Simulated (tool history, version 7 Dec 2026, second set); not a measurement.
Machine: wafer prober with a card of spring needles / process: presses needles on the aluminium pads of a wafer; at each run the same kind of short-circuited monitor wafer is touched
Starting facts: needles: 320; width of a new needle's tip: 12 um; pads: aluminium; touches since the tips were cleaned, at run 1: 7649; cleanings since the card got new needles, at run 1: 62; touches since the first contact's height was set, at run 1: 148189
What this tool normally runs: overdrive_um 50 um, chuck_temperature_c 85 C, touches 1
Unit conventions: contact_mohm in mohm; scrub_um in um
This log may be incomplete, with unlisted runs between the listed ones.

run	hour	overdrive_um	chuck_temperature_c	touches	touches since the tips were cleaned	cleanings since the card got new needles	touches since the first contact's height was set	contact_mohm	scrub_um
1	0	50	85	1	7649	62	148189	311	7.29
# hour 5.4: tips cleaned on abrasive film
2	27.8	50	85	1	5699	63	155235	303	7.28
# hour 40.3: tips cleaned on abrasive film
3	70.3	50	85	1	7650	64	166039	319	7.25
# hour 74.5: tips cleaned on abrasive film
# hour 110.1: tips cleaned on abrasive film
4	115.5	43	85	1	1364	66	177477	235	6.18
# hour 145.2: tips cleaned on abrasive film
5	165.2	43	85	1	5079	67	190095	356	6.16
# hour 179.7: tips cleaned on abrasive film
6	203.7	50	71	1	6111	68	199888	307	7.2
# hour 216.4: tips cleaned on abrasive film
7	234.5	50	85	1	4615	69	207696	300	7.19
# hour 250: tips cleaned on abrasive film
8	274.4	50	28	1	6200	70	217814	323	7.18
# hour 287.6: tips cleaned on abrasive film
9	310.2	50	85	1	5739	71	226905	303	7.17
# hour 321.8: tips cleaned on abrasive film
10	334.9	50	101	1	3318	72	233160	277	7.14
# hour 338.5: height of the first contact set anew
# hour 359.2: tips cleaned on abrasive film
11	364.5	50	66	1	1344	73	6587	218	7.02
# hour 397.7: tips cleaned on abrasive film
12	404.3	50	66	1	1698	74	16700	241	7.01
13	430.2	58	85	1	8279	74	23281	290	8.23
# hour 435.2: tips cleaned on abrasive film
# hour 469.7: tips cleaned on abrasive film
14	480.7	58	85	1	2795	76	36090	240	8.19
# hour 505.2: tips cleaned on abrasive film
15	505.3	58	85	1	21	77	42326	148	8.17
16	534.4	58	30	1	7426	77	49731	300	8.17
# hour 543.5: tips cleaned on abrasive film
17	562.4	50	43	3	4807	78	56816	198	6.98
# hour 579.1: tips cleaned on abrasive film
# hour 617.2: height of the first contact set anew, once more
# hour 617.3: tips cleaned on abrasive film
18	618.5	55	44	1	318	80	318	160	8.2
# hour 655.1: tips cleaned on abrasive film
19	676.1	55	44	1	5337	81	14949	273	8.22
# hour 689.1: tips cleaned on abrasive film
# hour 727: tips cleaned on abrasive film
20	727	55	44	1	0	83	27851	140	8.17
# hour 761.4: tips cleaned on abrasive film
21	780.8	55	44	1	4947	84	41525	275	8.16
# hour 797.5: tips cleaned on abrasive film
# hour 831.4: tips cleaned on abrasive film
22	837.6	55	44	1	1579	86	55928	209	8.14
# hour 866.7: tips cleaned on abrasive film
23	881.6	55	44	1	3804	87	67099	264	8.11
# hour 901.7: tips cleaned on abrasive film
24	932	50	85	2	7717	88	79898	248	7.36
# hour 935.5: tips cleaned on abrasive film
# hour 969.6: tips cleaned on abrasive film
25	969.6	50	85	2	0	90	89418	152	7.31
26	997.4	44	92	1	7059	90	96477	371	6.44

Below are 4 alternative next runs, each starting from the tool's condition after run 26. Predict each:
# hour 1006.6: tips cleaned on abrasive film
A	1036.2	44	48	1	7547	91	106342	?	?
# hour 1006.6: tips cleaned on abrasive film
B	1036.2	38	26	1	7547	91	106342	?	?
# hour 1006.6: tips cleaned on abrasive film
C	1036.2	31	45	1	7547	91	106342	?	?
# hour 1006.6: tips cleaned on abrasive film
D	1036.2	47	85	3	7547	91	106342	?	?

run	contact_mohm	scrub_um
A	379	6.41
B	463	5.52
C	609	4.48
D	212	6.86
What these runs would have given with no unlogged condition in the tool:
run	contact_mohm	scrub_um
A	132	6.58
B	132	5.69
C	142	4.65
D	136	7.03

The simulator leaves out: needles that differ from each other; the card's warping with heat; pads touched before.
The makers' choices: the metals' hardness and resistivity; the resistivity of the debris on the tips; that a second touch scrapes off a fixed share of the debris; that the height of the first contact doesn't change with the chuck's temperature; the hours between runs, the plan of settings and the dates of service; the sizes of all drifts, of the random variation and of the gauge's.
